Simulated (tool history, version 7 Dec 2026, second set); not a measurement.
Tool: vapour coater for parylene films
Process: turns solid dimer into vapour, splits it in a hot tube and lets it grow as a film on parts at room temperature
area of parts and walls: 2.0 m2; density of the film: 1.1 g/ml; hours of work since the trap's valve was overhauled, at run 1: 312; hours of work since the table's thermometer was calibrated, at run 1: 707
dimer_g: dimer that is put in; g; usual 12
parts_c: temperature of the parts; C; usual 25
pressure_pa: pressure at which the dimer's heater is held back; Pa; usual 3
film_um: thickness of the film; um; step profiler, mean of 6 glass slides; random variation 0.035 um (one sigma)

run	hour	dimer_g	parts_c	pressure_pa	hours of work since the trap's valve was overhauled	hours of work since the table's thermometer was calibrated	film_um
1	0	12	25	3	312	707	3.46
2	43.6	12	25	3	345	740	3.42
3	77.9	12	25	3	371	766	3.43
4	107	12	25	3	394	788	3.41
5	136.3	14	25	3	416	810	3.97
6	170.6	12	25	2.48	442	836	3.56
7	206.2	9	25	3	469	864	2.51
8	260.9	7	25	3	511	905	1.94
9	313.9	12	17	3	551	945	3.89
10	369	6	17	3	593	987	2
# hour 400.1: trap's valve overhauled
11	402.9	12	19	3	2	1010	3.65
12	436.6	12	25	3	28	1036	3.24
13	488.6	12	25	3	67	1075	3.23
14	515.6	12	25	3	88	1096	3.26
15	548.7	12	25	3	113	1121	3.16
16	597.9	12	25	3	150	1158	3.15
17	634.2	12	25	3.32	178	1186	3.14
# hour 686.4: trap's valve overhauled, once more
18	687.8	12	25	3.32	1	1223	3.42
19	730.8	12	27	3	34	1256	3.33
20	765.6	12	25	3	60	1283	3.53
21	812.4	12	25	3	96	1318	3.5
22	844.5	12	27	2.68	120	1342	3.46
23	878.8	9	35	3	146	1369	2.15
24	912.9	9	35	3	172	1394	2.15
25	970.2	16	25	3	216	1438	4.66
26	995.8	12	32	11.37	235	1457	2.27
27	1031.9	7	20	3.73	263	1485	2.08
28	1057.1	14	17	6.7	282	1504	3.99
29	1087.9	14	17	6.7	305	1527	3.95
30	1113.3	17	17	9.46	324	1547	4.49
31	1147.7	12	19	3	351	1573	3.83
32	1196.5	12	28	6.15	388	1610	2.76
33	1240.6	16	35	6.15	421	1643	3.16
34	1284.2	16	35	6.15	454	1677	3.2
35	1329.9	16	25	11.37	489	1711	3.43
36	1365.2	16	25	2.29	516	1738	4.77
37	1403.4	11	26	3	545	1767	2.96
38	1446.4	17	18	3.54	577	1800	5.26
# hour 1498.6: trap's valve overhauled
39	1499.3	17	18	3.54	1	1837	5.54
40	1538.6	17	18	3.54	30	1867	5.43
41	1595.9	6	19	3	74	1910	1.97
42	1650.6	8	33	3	116	1952	2.02

Forecast each of these 4 alternatives for the next run:
A	1691.2	21	34	3	146	1983	?
B	1691.2	8	18	2.06	146	1983	?
C	1691.2	7	30	8.32	146	1983	?
D	1691.2	10	36	2.32	146	1983	?

run	film_um
A	5.09
B	2.85
C	1.48
D	2.46
Without the tool's hidden state the same runs would have given:
run	film_um
A	5.23
B	2.92
C	1.51
D	2.52

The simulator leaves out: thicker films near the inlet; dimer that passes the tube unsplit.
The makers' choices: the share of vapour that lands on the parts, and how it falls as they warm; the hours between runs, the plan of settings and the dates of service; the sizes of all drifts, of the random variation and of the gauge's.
